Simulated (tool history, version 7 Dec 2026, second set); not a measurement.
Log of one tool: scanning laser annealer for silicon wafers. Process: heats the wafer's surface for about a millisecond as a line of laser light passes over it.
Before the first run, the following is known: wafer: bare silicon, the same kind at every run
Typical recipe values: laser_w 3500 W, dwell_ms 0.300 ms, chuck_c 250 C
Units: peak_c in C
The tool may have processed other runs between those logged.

Run 1, hour 0.0: usual settings. Result: peak_c 959 C.
Run 2, hour 27.9: usual settings but dwell_ms 0.229 ms. Result: peak_c 880 C.
Run 3, hour 78.6: usual settings but dwell_ms 0.229 ms. Result: peak_c 878 C.
Run 4, hour 105.6: usual settings but laser_w 3592 W. Result: peak_c 976 C.
At hour 115.2: optics aligned, line set to its width.
Run 5, hour 141.0: usual settings but dwell_ms 0.254 ms. Result: peak_c 900 C.
Run 6, hour 172.6: usual settings but chuck_c 252 C. Result: peak_c 951 C.
Run 7, hour 197.2: usual settings but laser_w 3252 W. Result: peak_c 883 C.
Run 8, hour 241.6: usual settings but laser_w 3252 W. Result: peak_c 881 C.
Run 9, hour 277.3: usual settings but laser_w 3252 W. Result: peak_c 882 C.
Run 10, hour 334.6: usual settings. Result: peak_c 936 C.
At hour 377.6: optics aligned, line set to its width, once more.
Run 11, hour 377.6: usual settings. Result: peak_c 948 C.
Run 12, hour 426.5: usual settings. Result: peak_c 941 C.
Run 13, hour 481.4: usual settings. Result: peak_c 940 C.
Run 14, hour 528.7: usual settings but chuck_c 225 C. Result: peak_c 913 C.
At hour 567.7: window over the wafer cleaned.
Run 15, hour 589.2: usual settings but chuck_c 225 C. Result: peak_c 947 C.
Run 16, hour 642.6: usual settings but chuck_c 225 C. Result: peak_c 942 C.
Run 17, hour 693.6: usual settings but chuck_c 225 C. Result: peak_c 941 C.
Run 18, hour 740.3: usual settings but chuck_c 225 C. Result: peak_c 933 C.
Run 19, hour 785.0: usual settings but chuck_c 225 C. Result: peak_c 933 C.
Run 20, hour 825.5: usual settings. Result: peak_c 953 C.
Run 21, hour 877.8: usual settings but chuck_c 216 C. Result: peak_c 916 C.
Run 22, hour 923.2: usual settings but dwell_ms 0.263 ms, chuck_c 266 C. Result: peak_c 922 C.
Run 23, hour 981.2: usual settings but dwell_ms 0.359 ms, chuck_c 266 C. Result: peak_c 1014 C.
Run 24, hour 1021.5: usual settings but chuck_c 256 C. Result: peak_c 947 C.
Run 25, hour 1078.1: usual settings but laser_w 3238 W, dwell_ms 0.305 ms, chuck_c 288 C. Result: peak_c 919 C.
Run 26, hour 1132.1: usual settings but laser_w 3238 W, dwell_ms 0.305 ms, chuck_c 288 C. Result: peak_c 913 C.
At hour 1179.6: window over the wafer cleaned.
Run 27, hour 1183.8: usual settings but laser_w 3238 W, dwell_ms 0.305 ms, chuck_c 288 C. Result: peak_c 950 C.
Run 28, hour 1215.8: usual settings but laser_w 3238 W, dwell_ms 0.305 ms, chuck_c 288 C. Result: peak_c 941 C.
Run 29, hour 1248.5: usual settings but laser_w 3238 W, dwell_ms 0.232 ms, chuck_c 288 C. Result: peak_c 871 C.
Run 30, hour 1303.6: usual settings but laser_w 3238 W, dwell_ms 0.232 ms, chuck_c 288 C. Result: peak_c 865 C.
Run 31, hour 1361.7: usual settings but laser_w 3089 W, dwell_ms 0.332 ms, chuck_c 288 C. Result: peak_c 925 C.
Run 32, hour 1405.4: usual settings but laser_w 3095 W, dwell_ms 0.332 ms. Result: peak_c 882 C.
Run 33, hour 1461.2: usual settings but laser_w 3095 W, dwell_ms 0.332 ms. Result: peak_c 877 C.
Run 34, hour 1504.4: usual settings but laser_w 3095 W, dwell_ms 0.232 ms. Result: peak_c 787 C.
Run 35, hour 1531.1: usual settings but laser_w 3095 W, dwell_ms 0.232 ms. Result: peak_c 786 C.
Run 36, hour 1587.3: usual settings but laser_w 3095 W, dwell_ms 0.238 ms. Result: peak_c 790 C.
Run 37, hour 1625.1: usual settings but laser_w 3095 W, dwell_ms 0.238 ms. Result: peak_c 783 C.
Run 38, hour 1649.6: usual settings but dwell_ms 0.365 ms, chuck_c 240 C. Result: peak_c 993 C.
Run 39, hour 1704.5: usual settings but dwell_ms 0.276 ms, chuck_c 224 C. Result: peak_c 885 C.
At hour 1745.8: optics aligned, line set to its width.
Run 40, hour 1763.0: usual settings but dwell_ms 0.272 ms, chuck_c 217 C. Result: peak_c 879 C.
At hour 1794.8: window over the wafer cleaned.
Run 41, hour 1812.2: usual settings but laser_w 3022 W, dwell_ms 0.212 ms. Result: peak_c 766 C.

Predict each of these 4 candidate next runs independently; none follows another, all start after run 41:
Run A, hour 1856.5: usual settings but laser_w 3015 W, dwell_ms 0.270 ms, chuck_c 257 C. Result: peak_c ?.
Run B, hour 1856.5: usual settings but laser_w 3209 W, dwell_ms 0.307 ms, chuck_c 238 C. Result: peak_c ?.
Run C, hour 1856.5: usual settings but laser_w 3033 W, dwell_ms 0.357 ms, chuck_c 247 C. Result: peak_c ?.
Run D, hour 1856.5: usual settings but dwell_ms 0.218 ms. Result: peak_c ?.

run  peak_c
  A     825
  B     892
  C     898
  D     877
With no hidden state in the tool, these same runs would have given:
run  peak_c
  A     827
  B     895
  C     900
  D     879
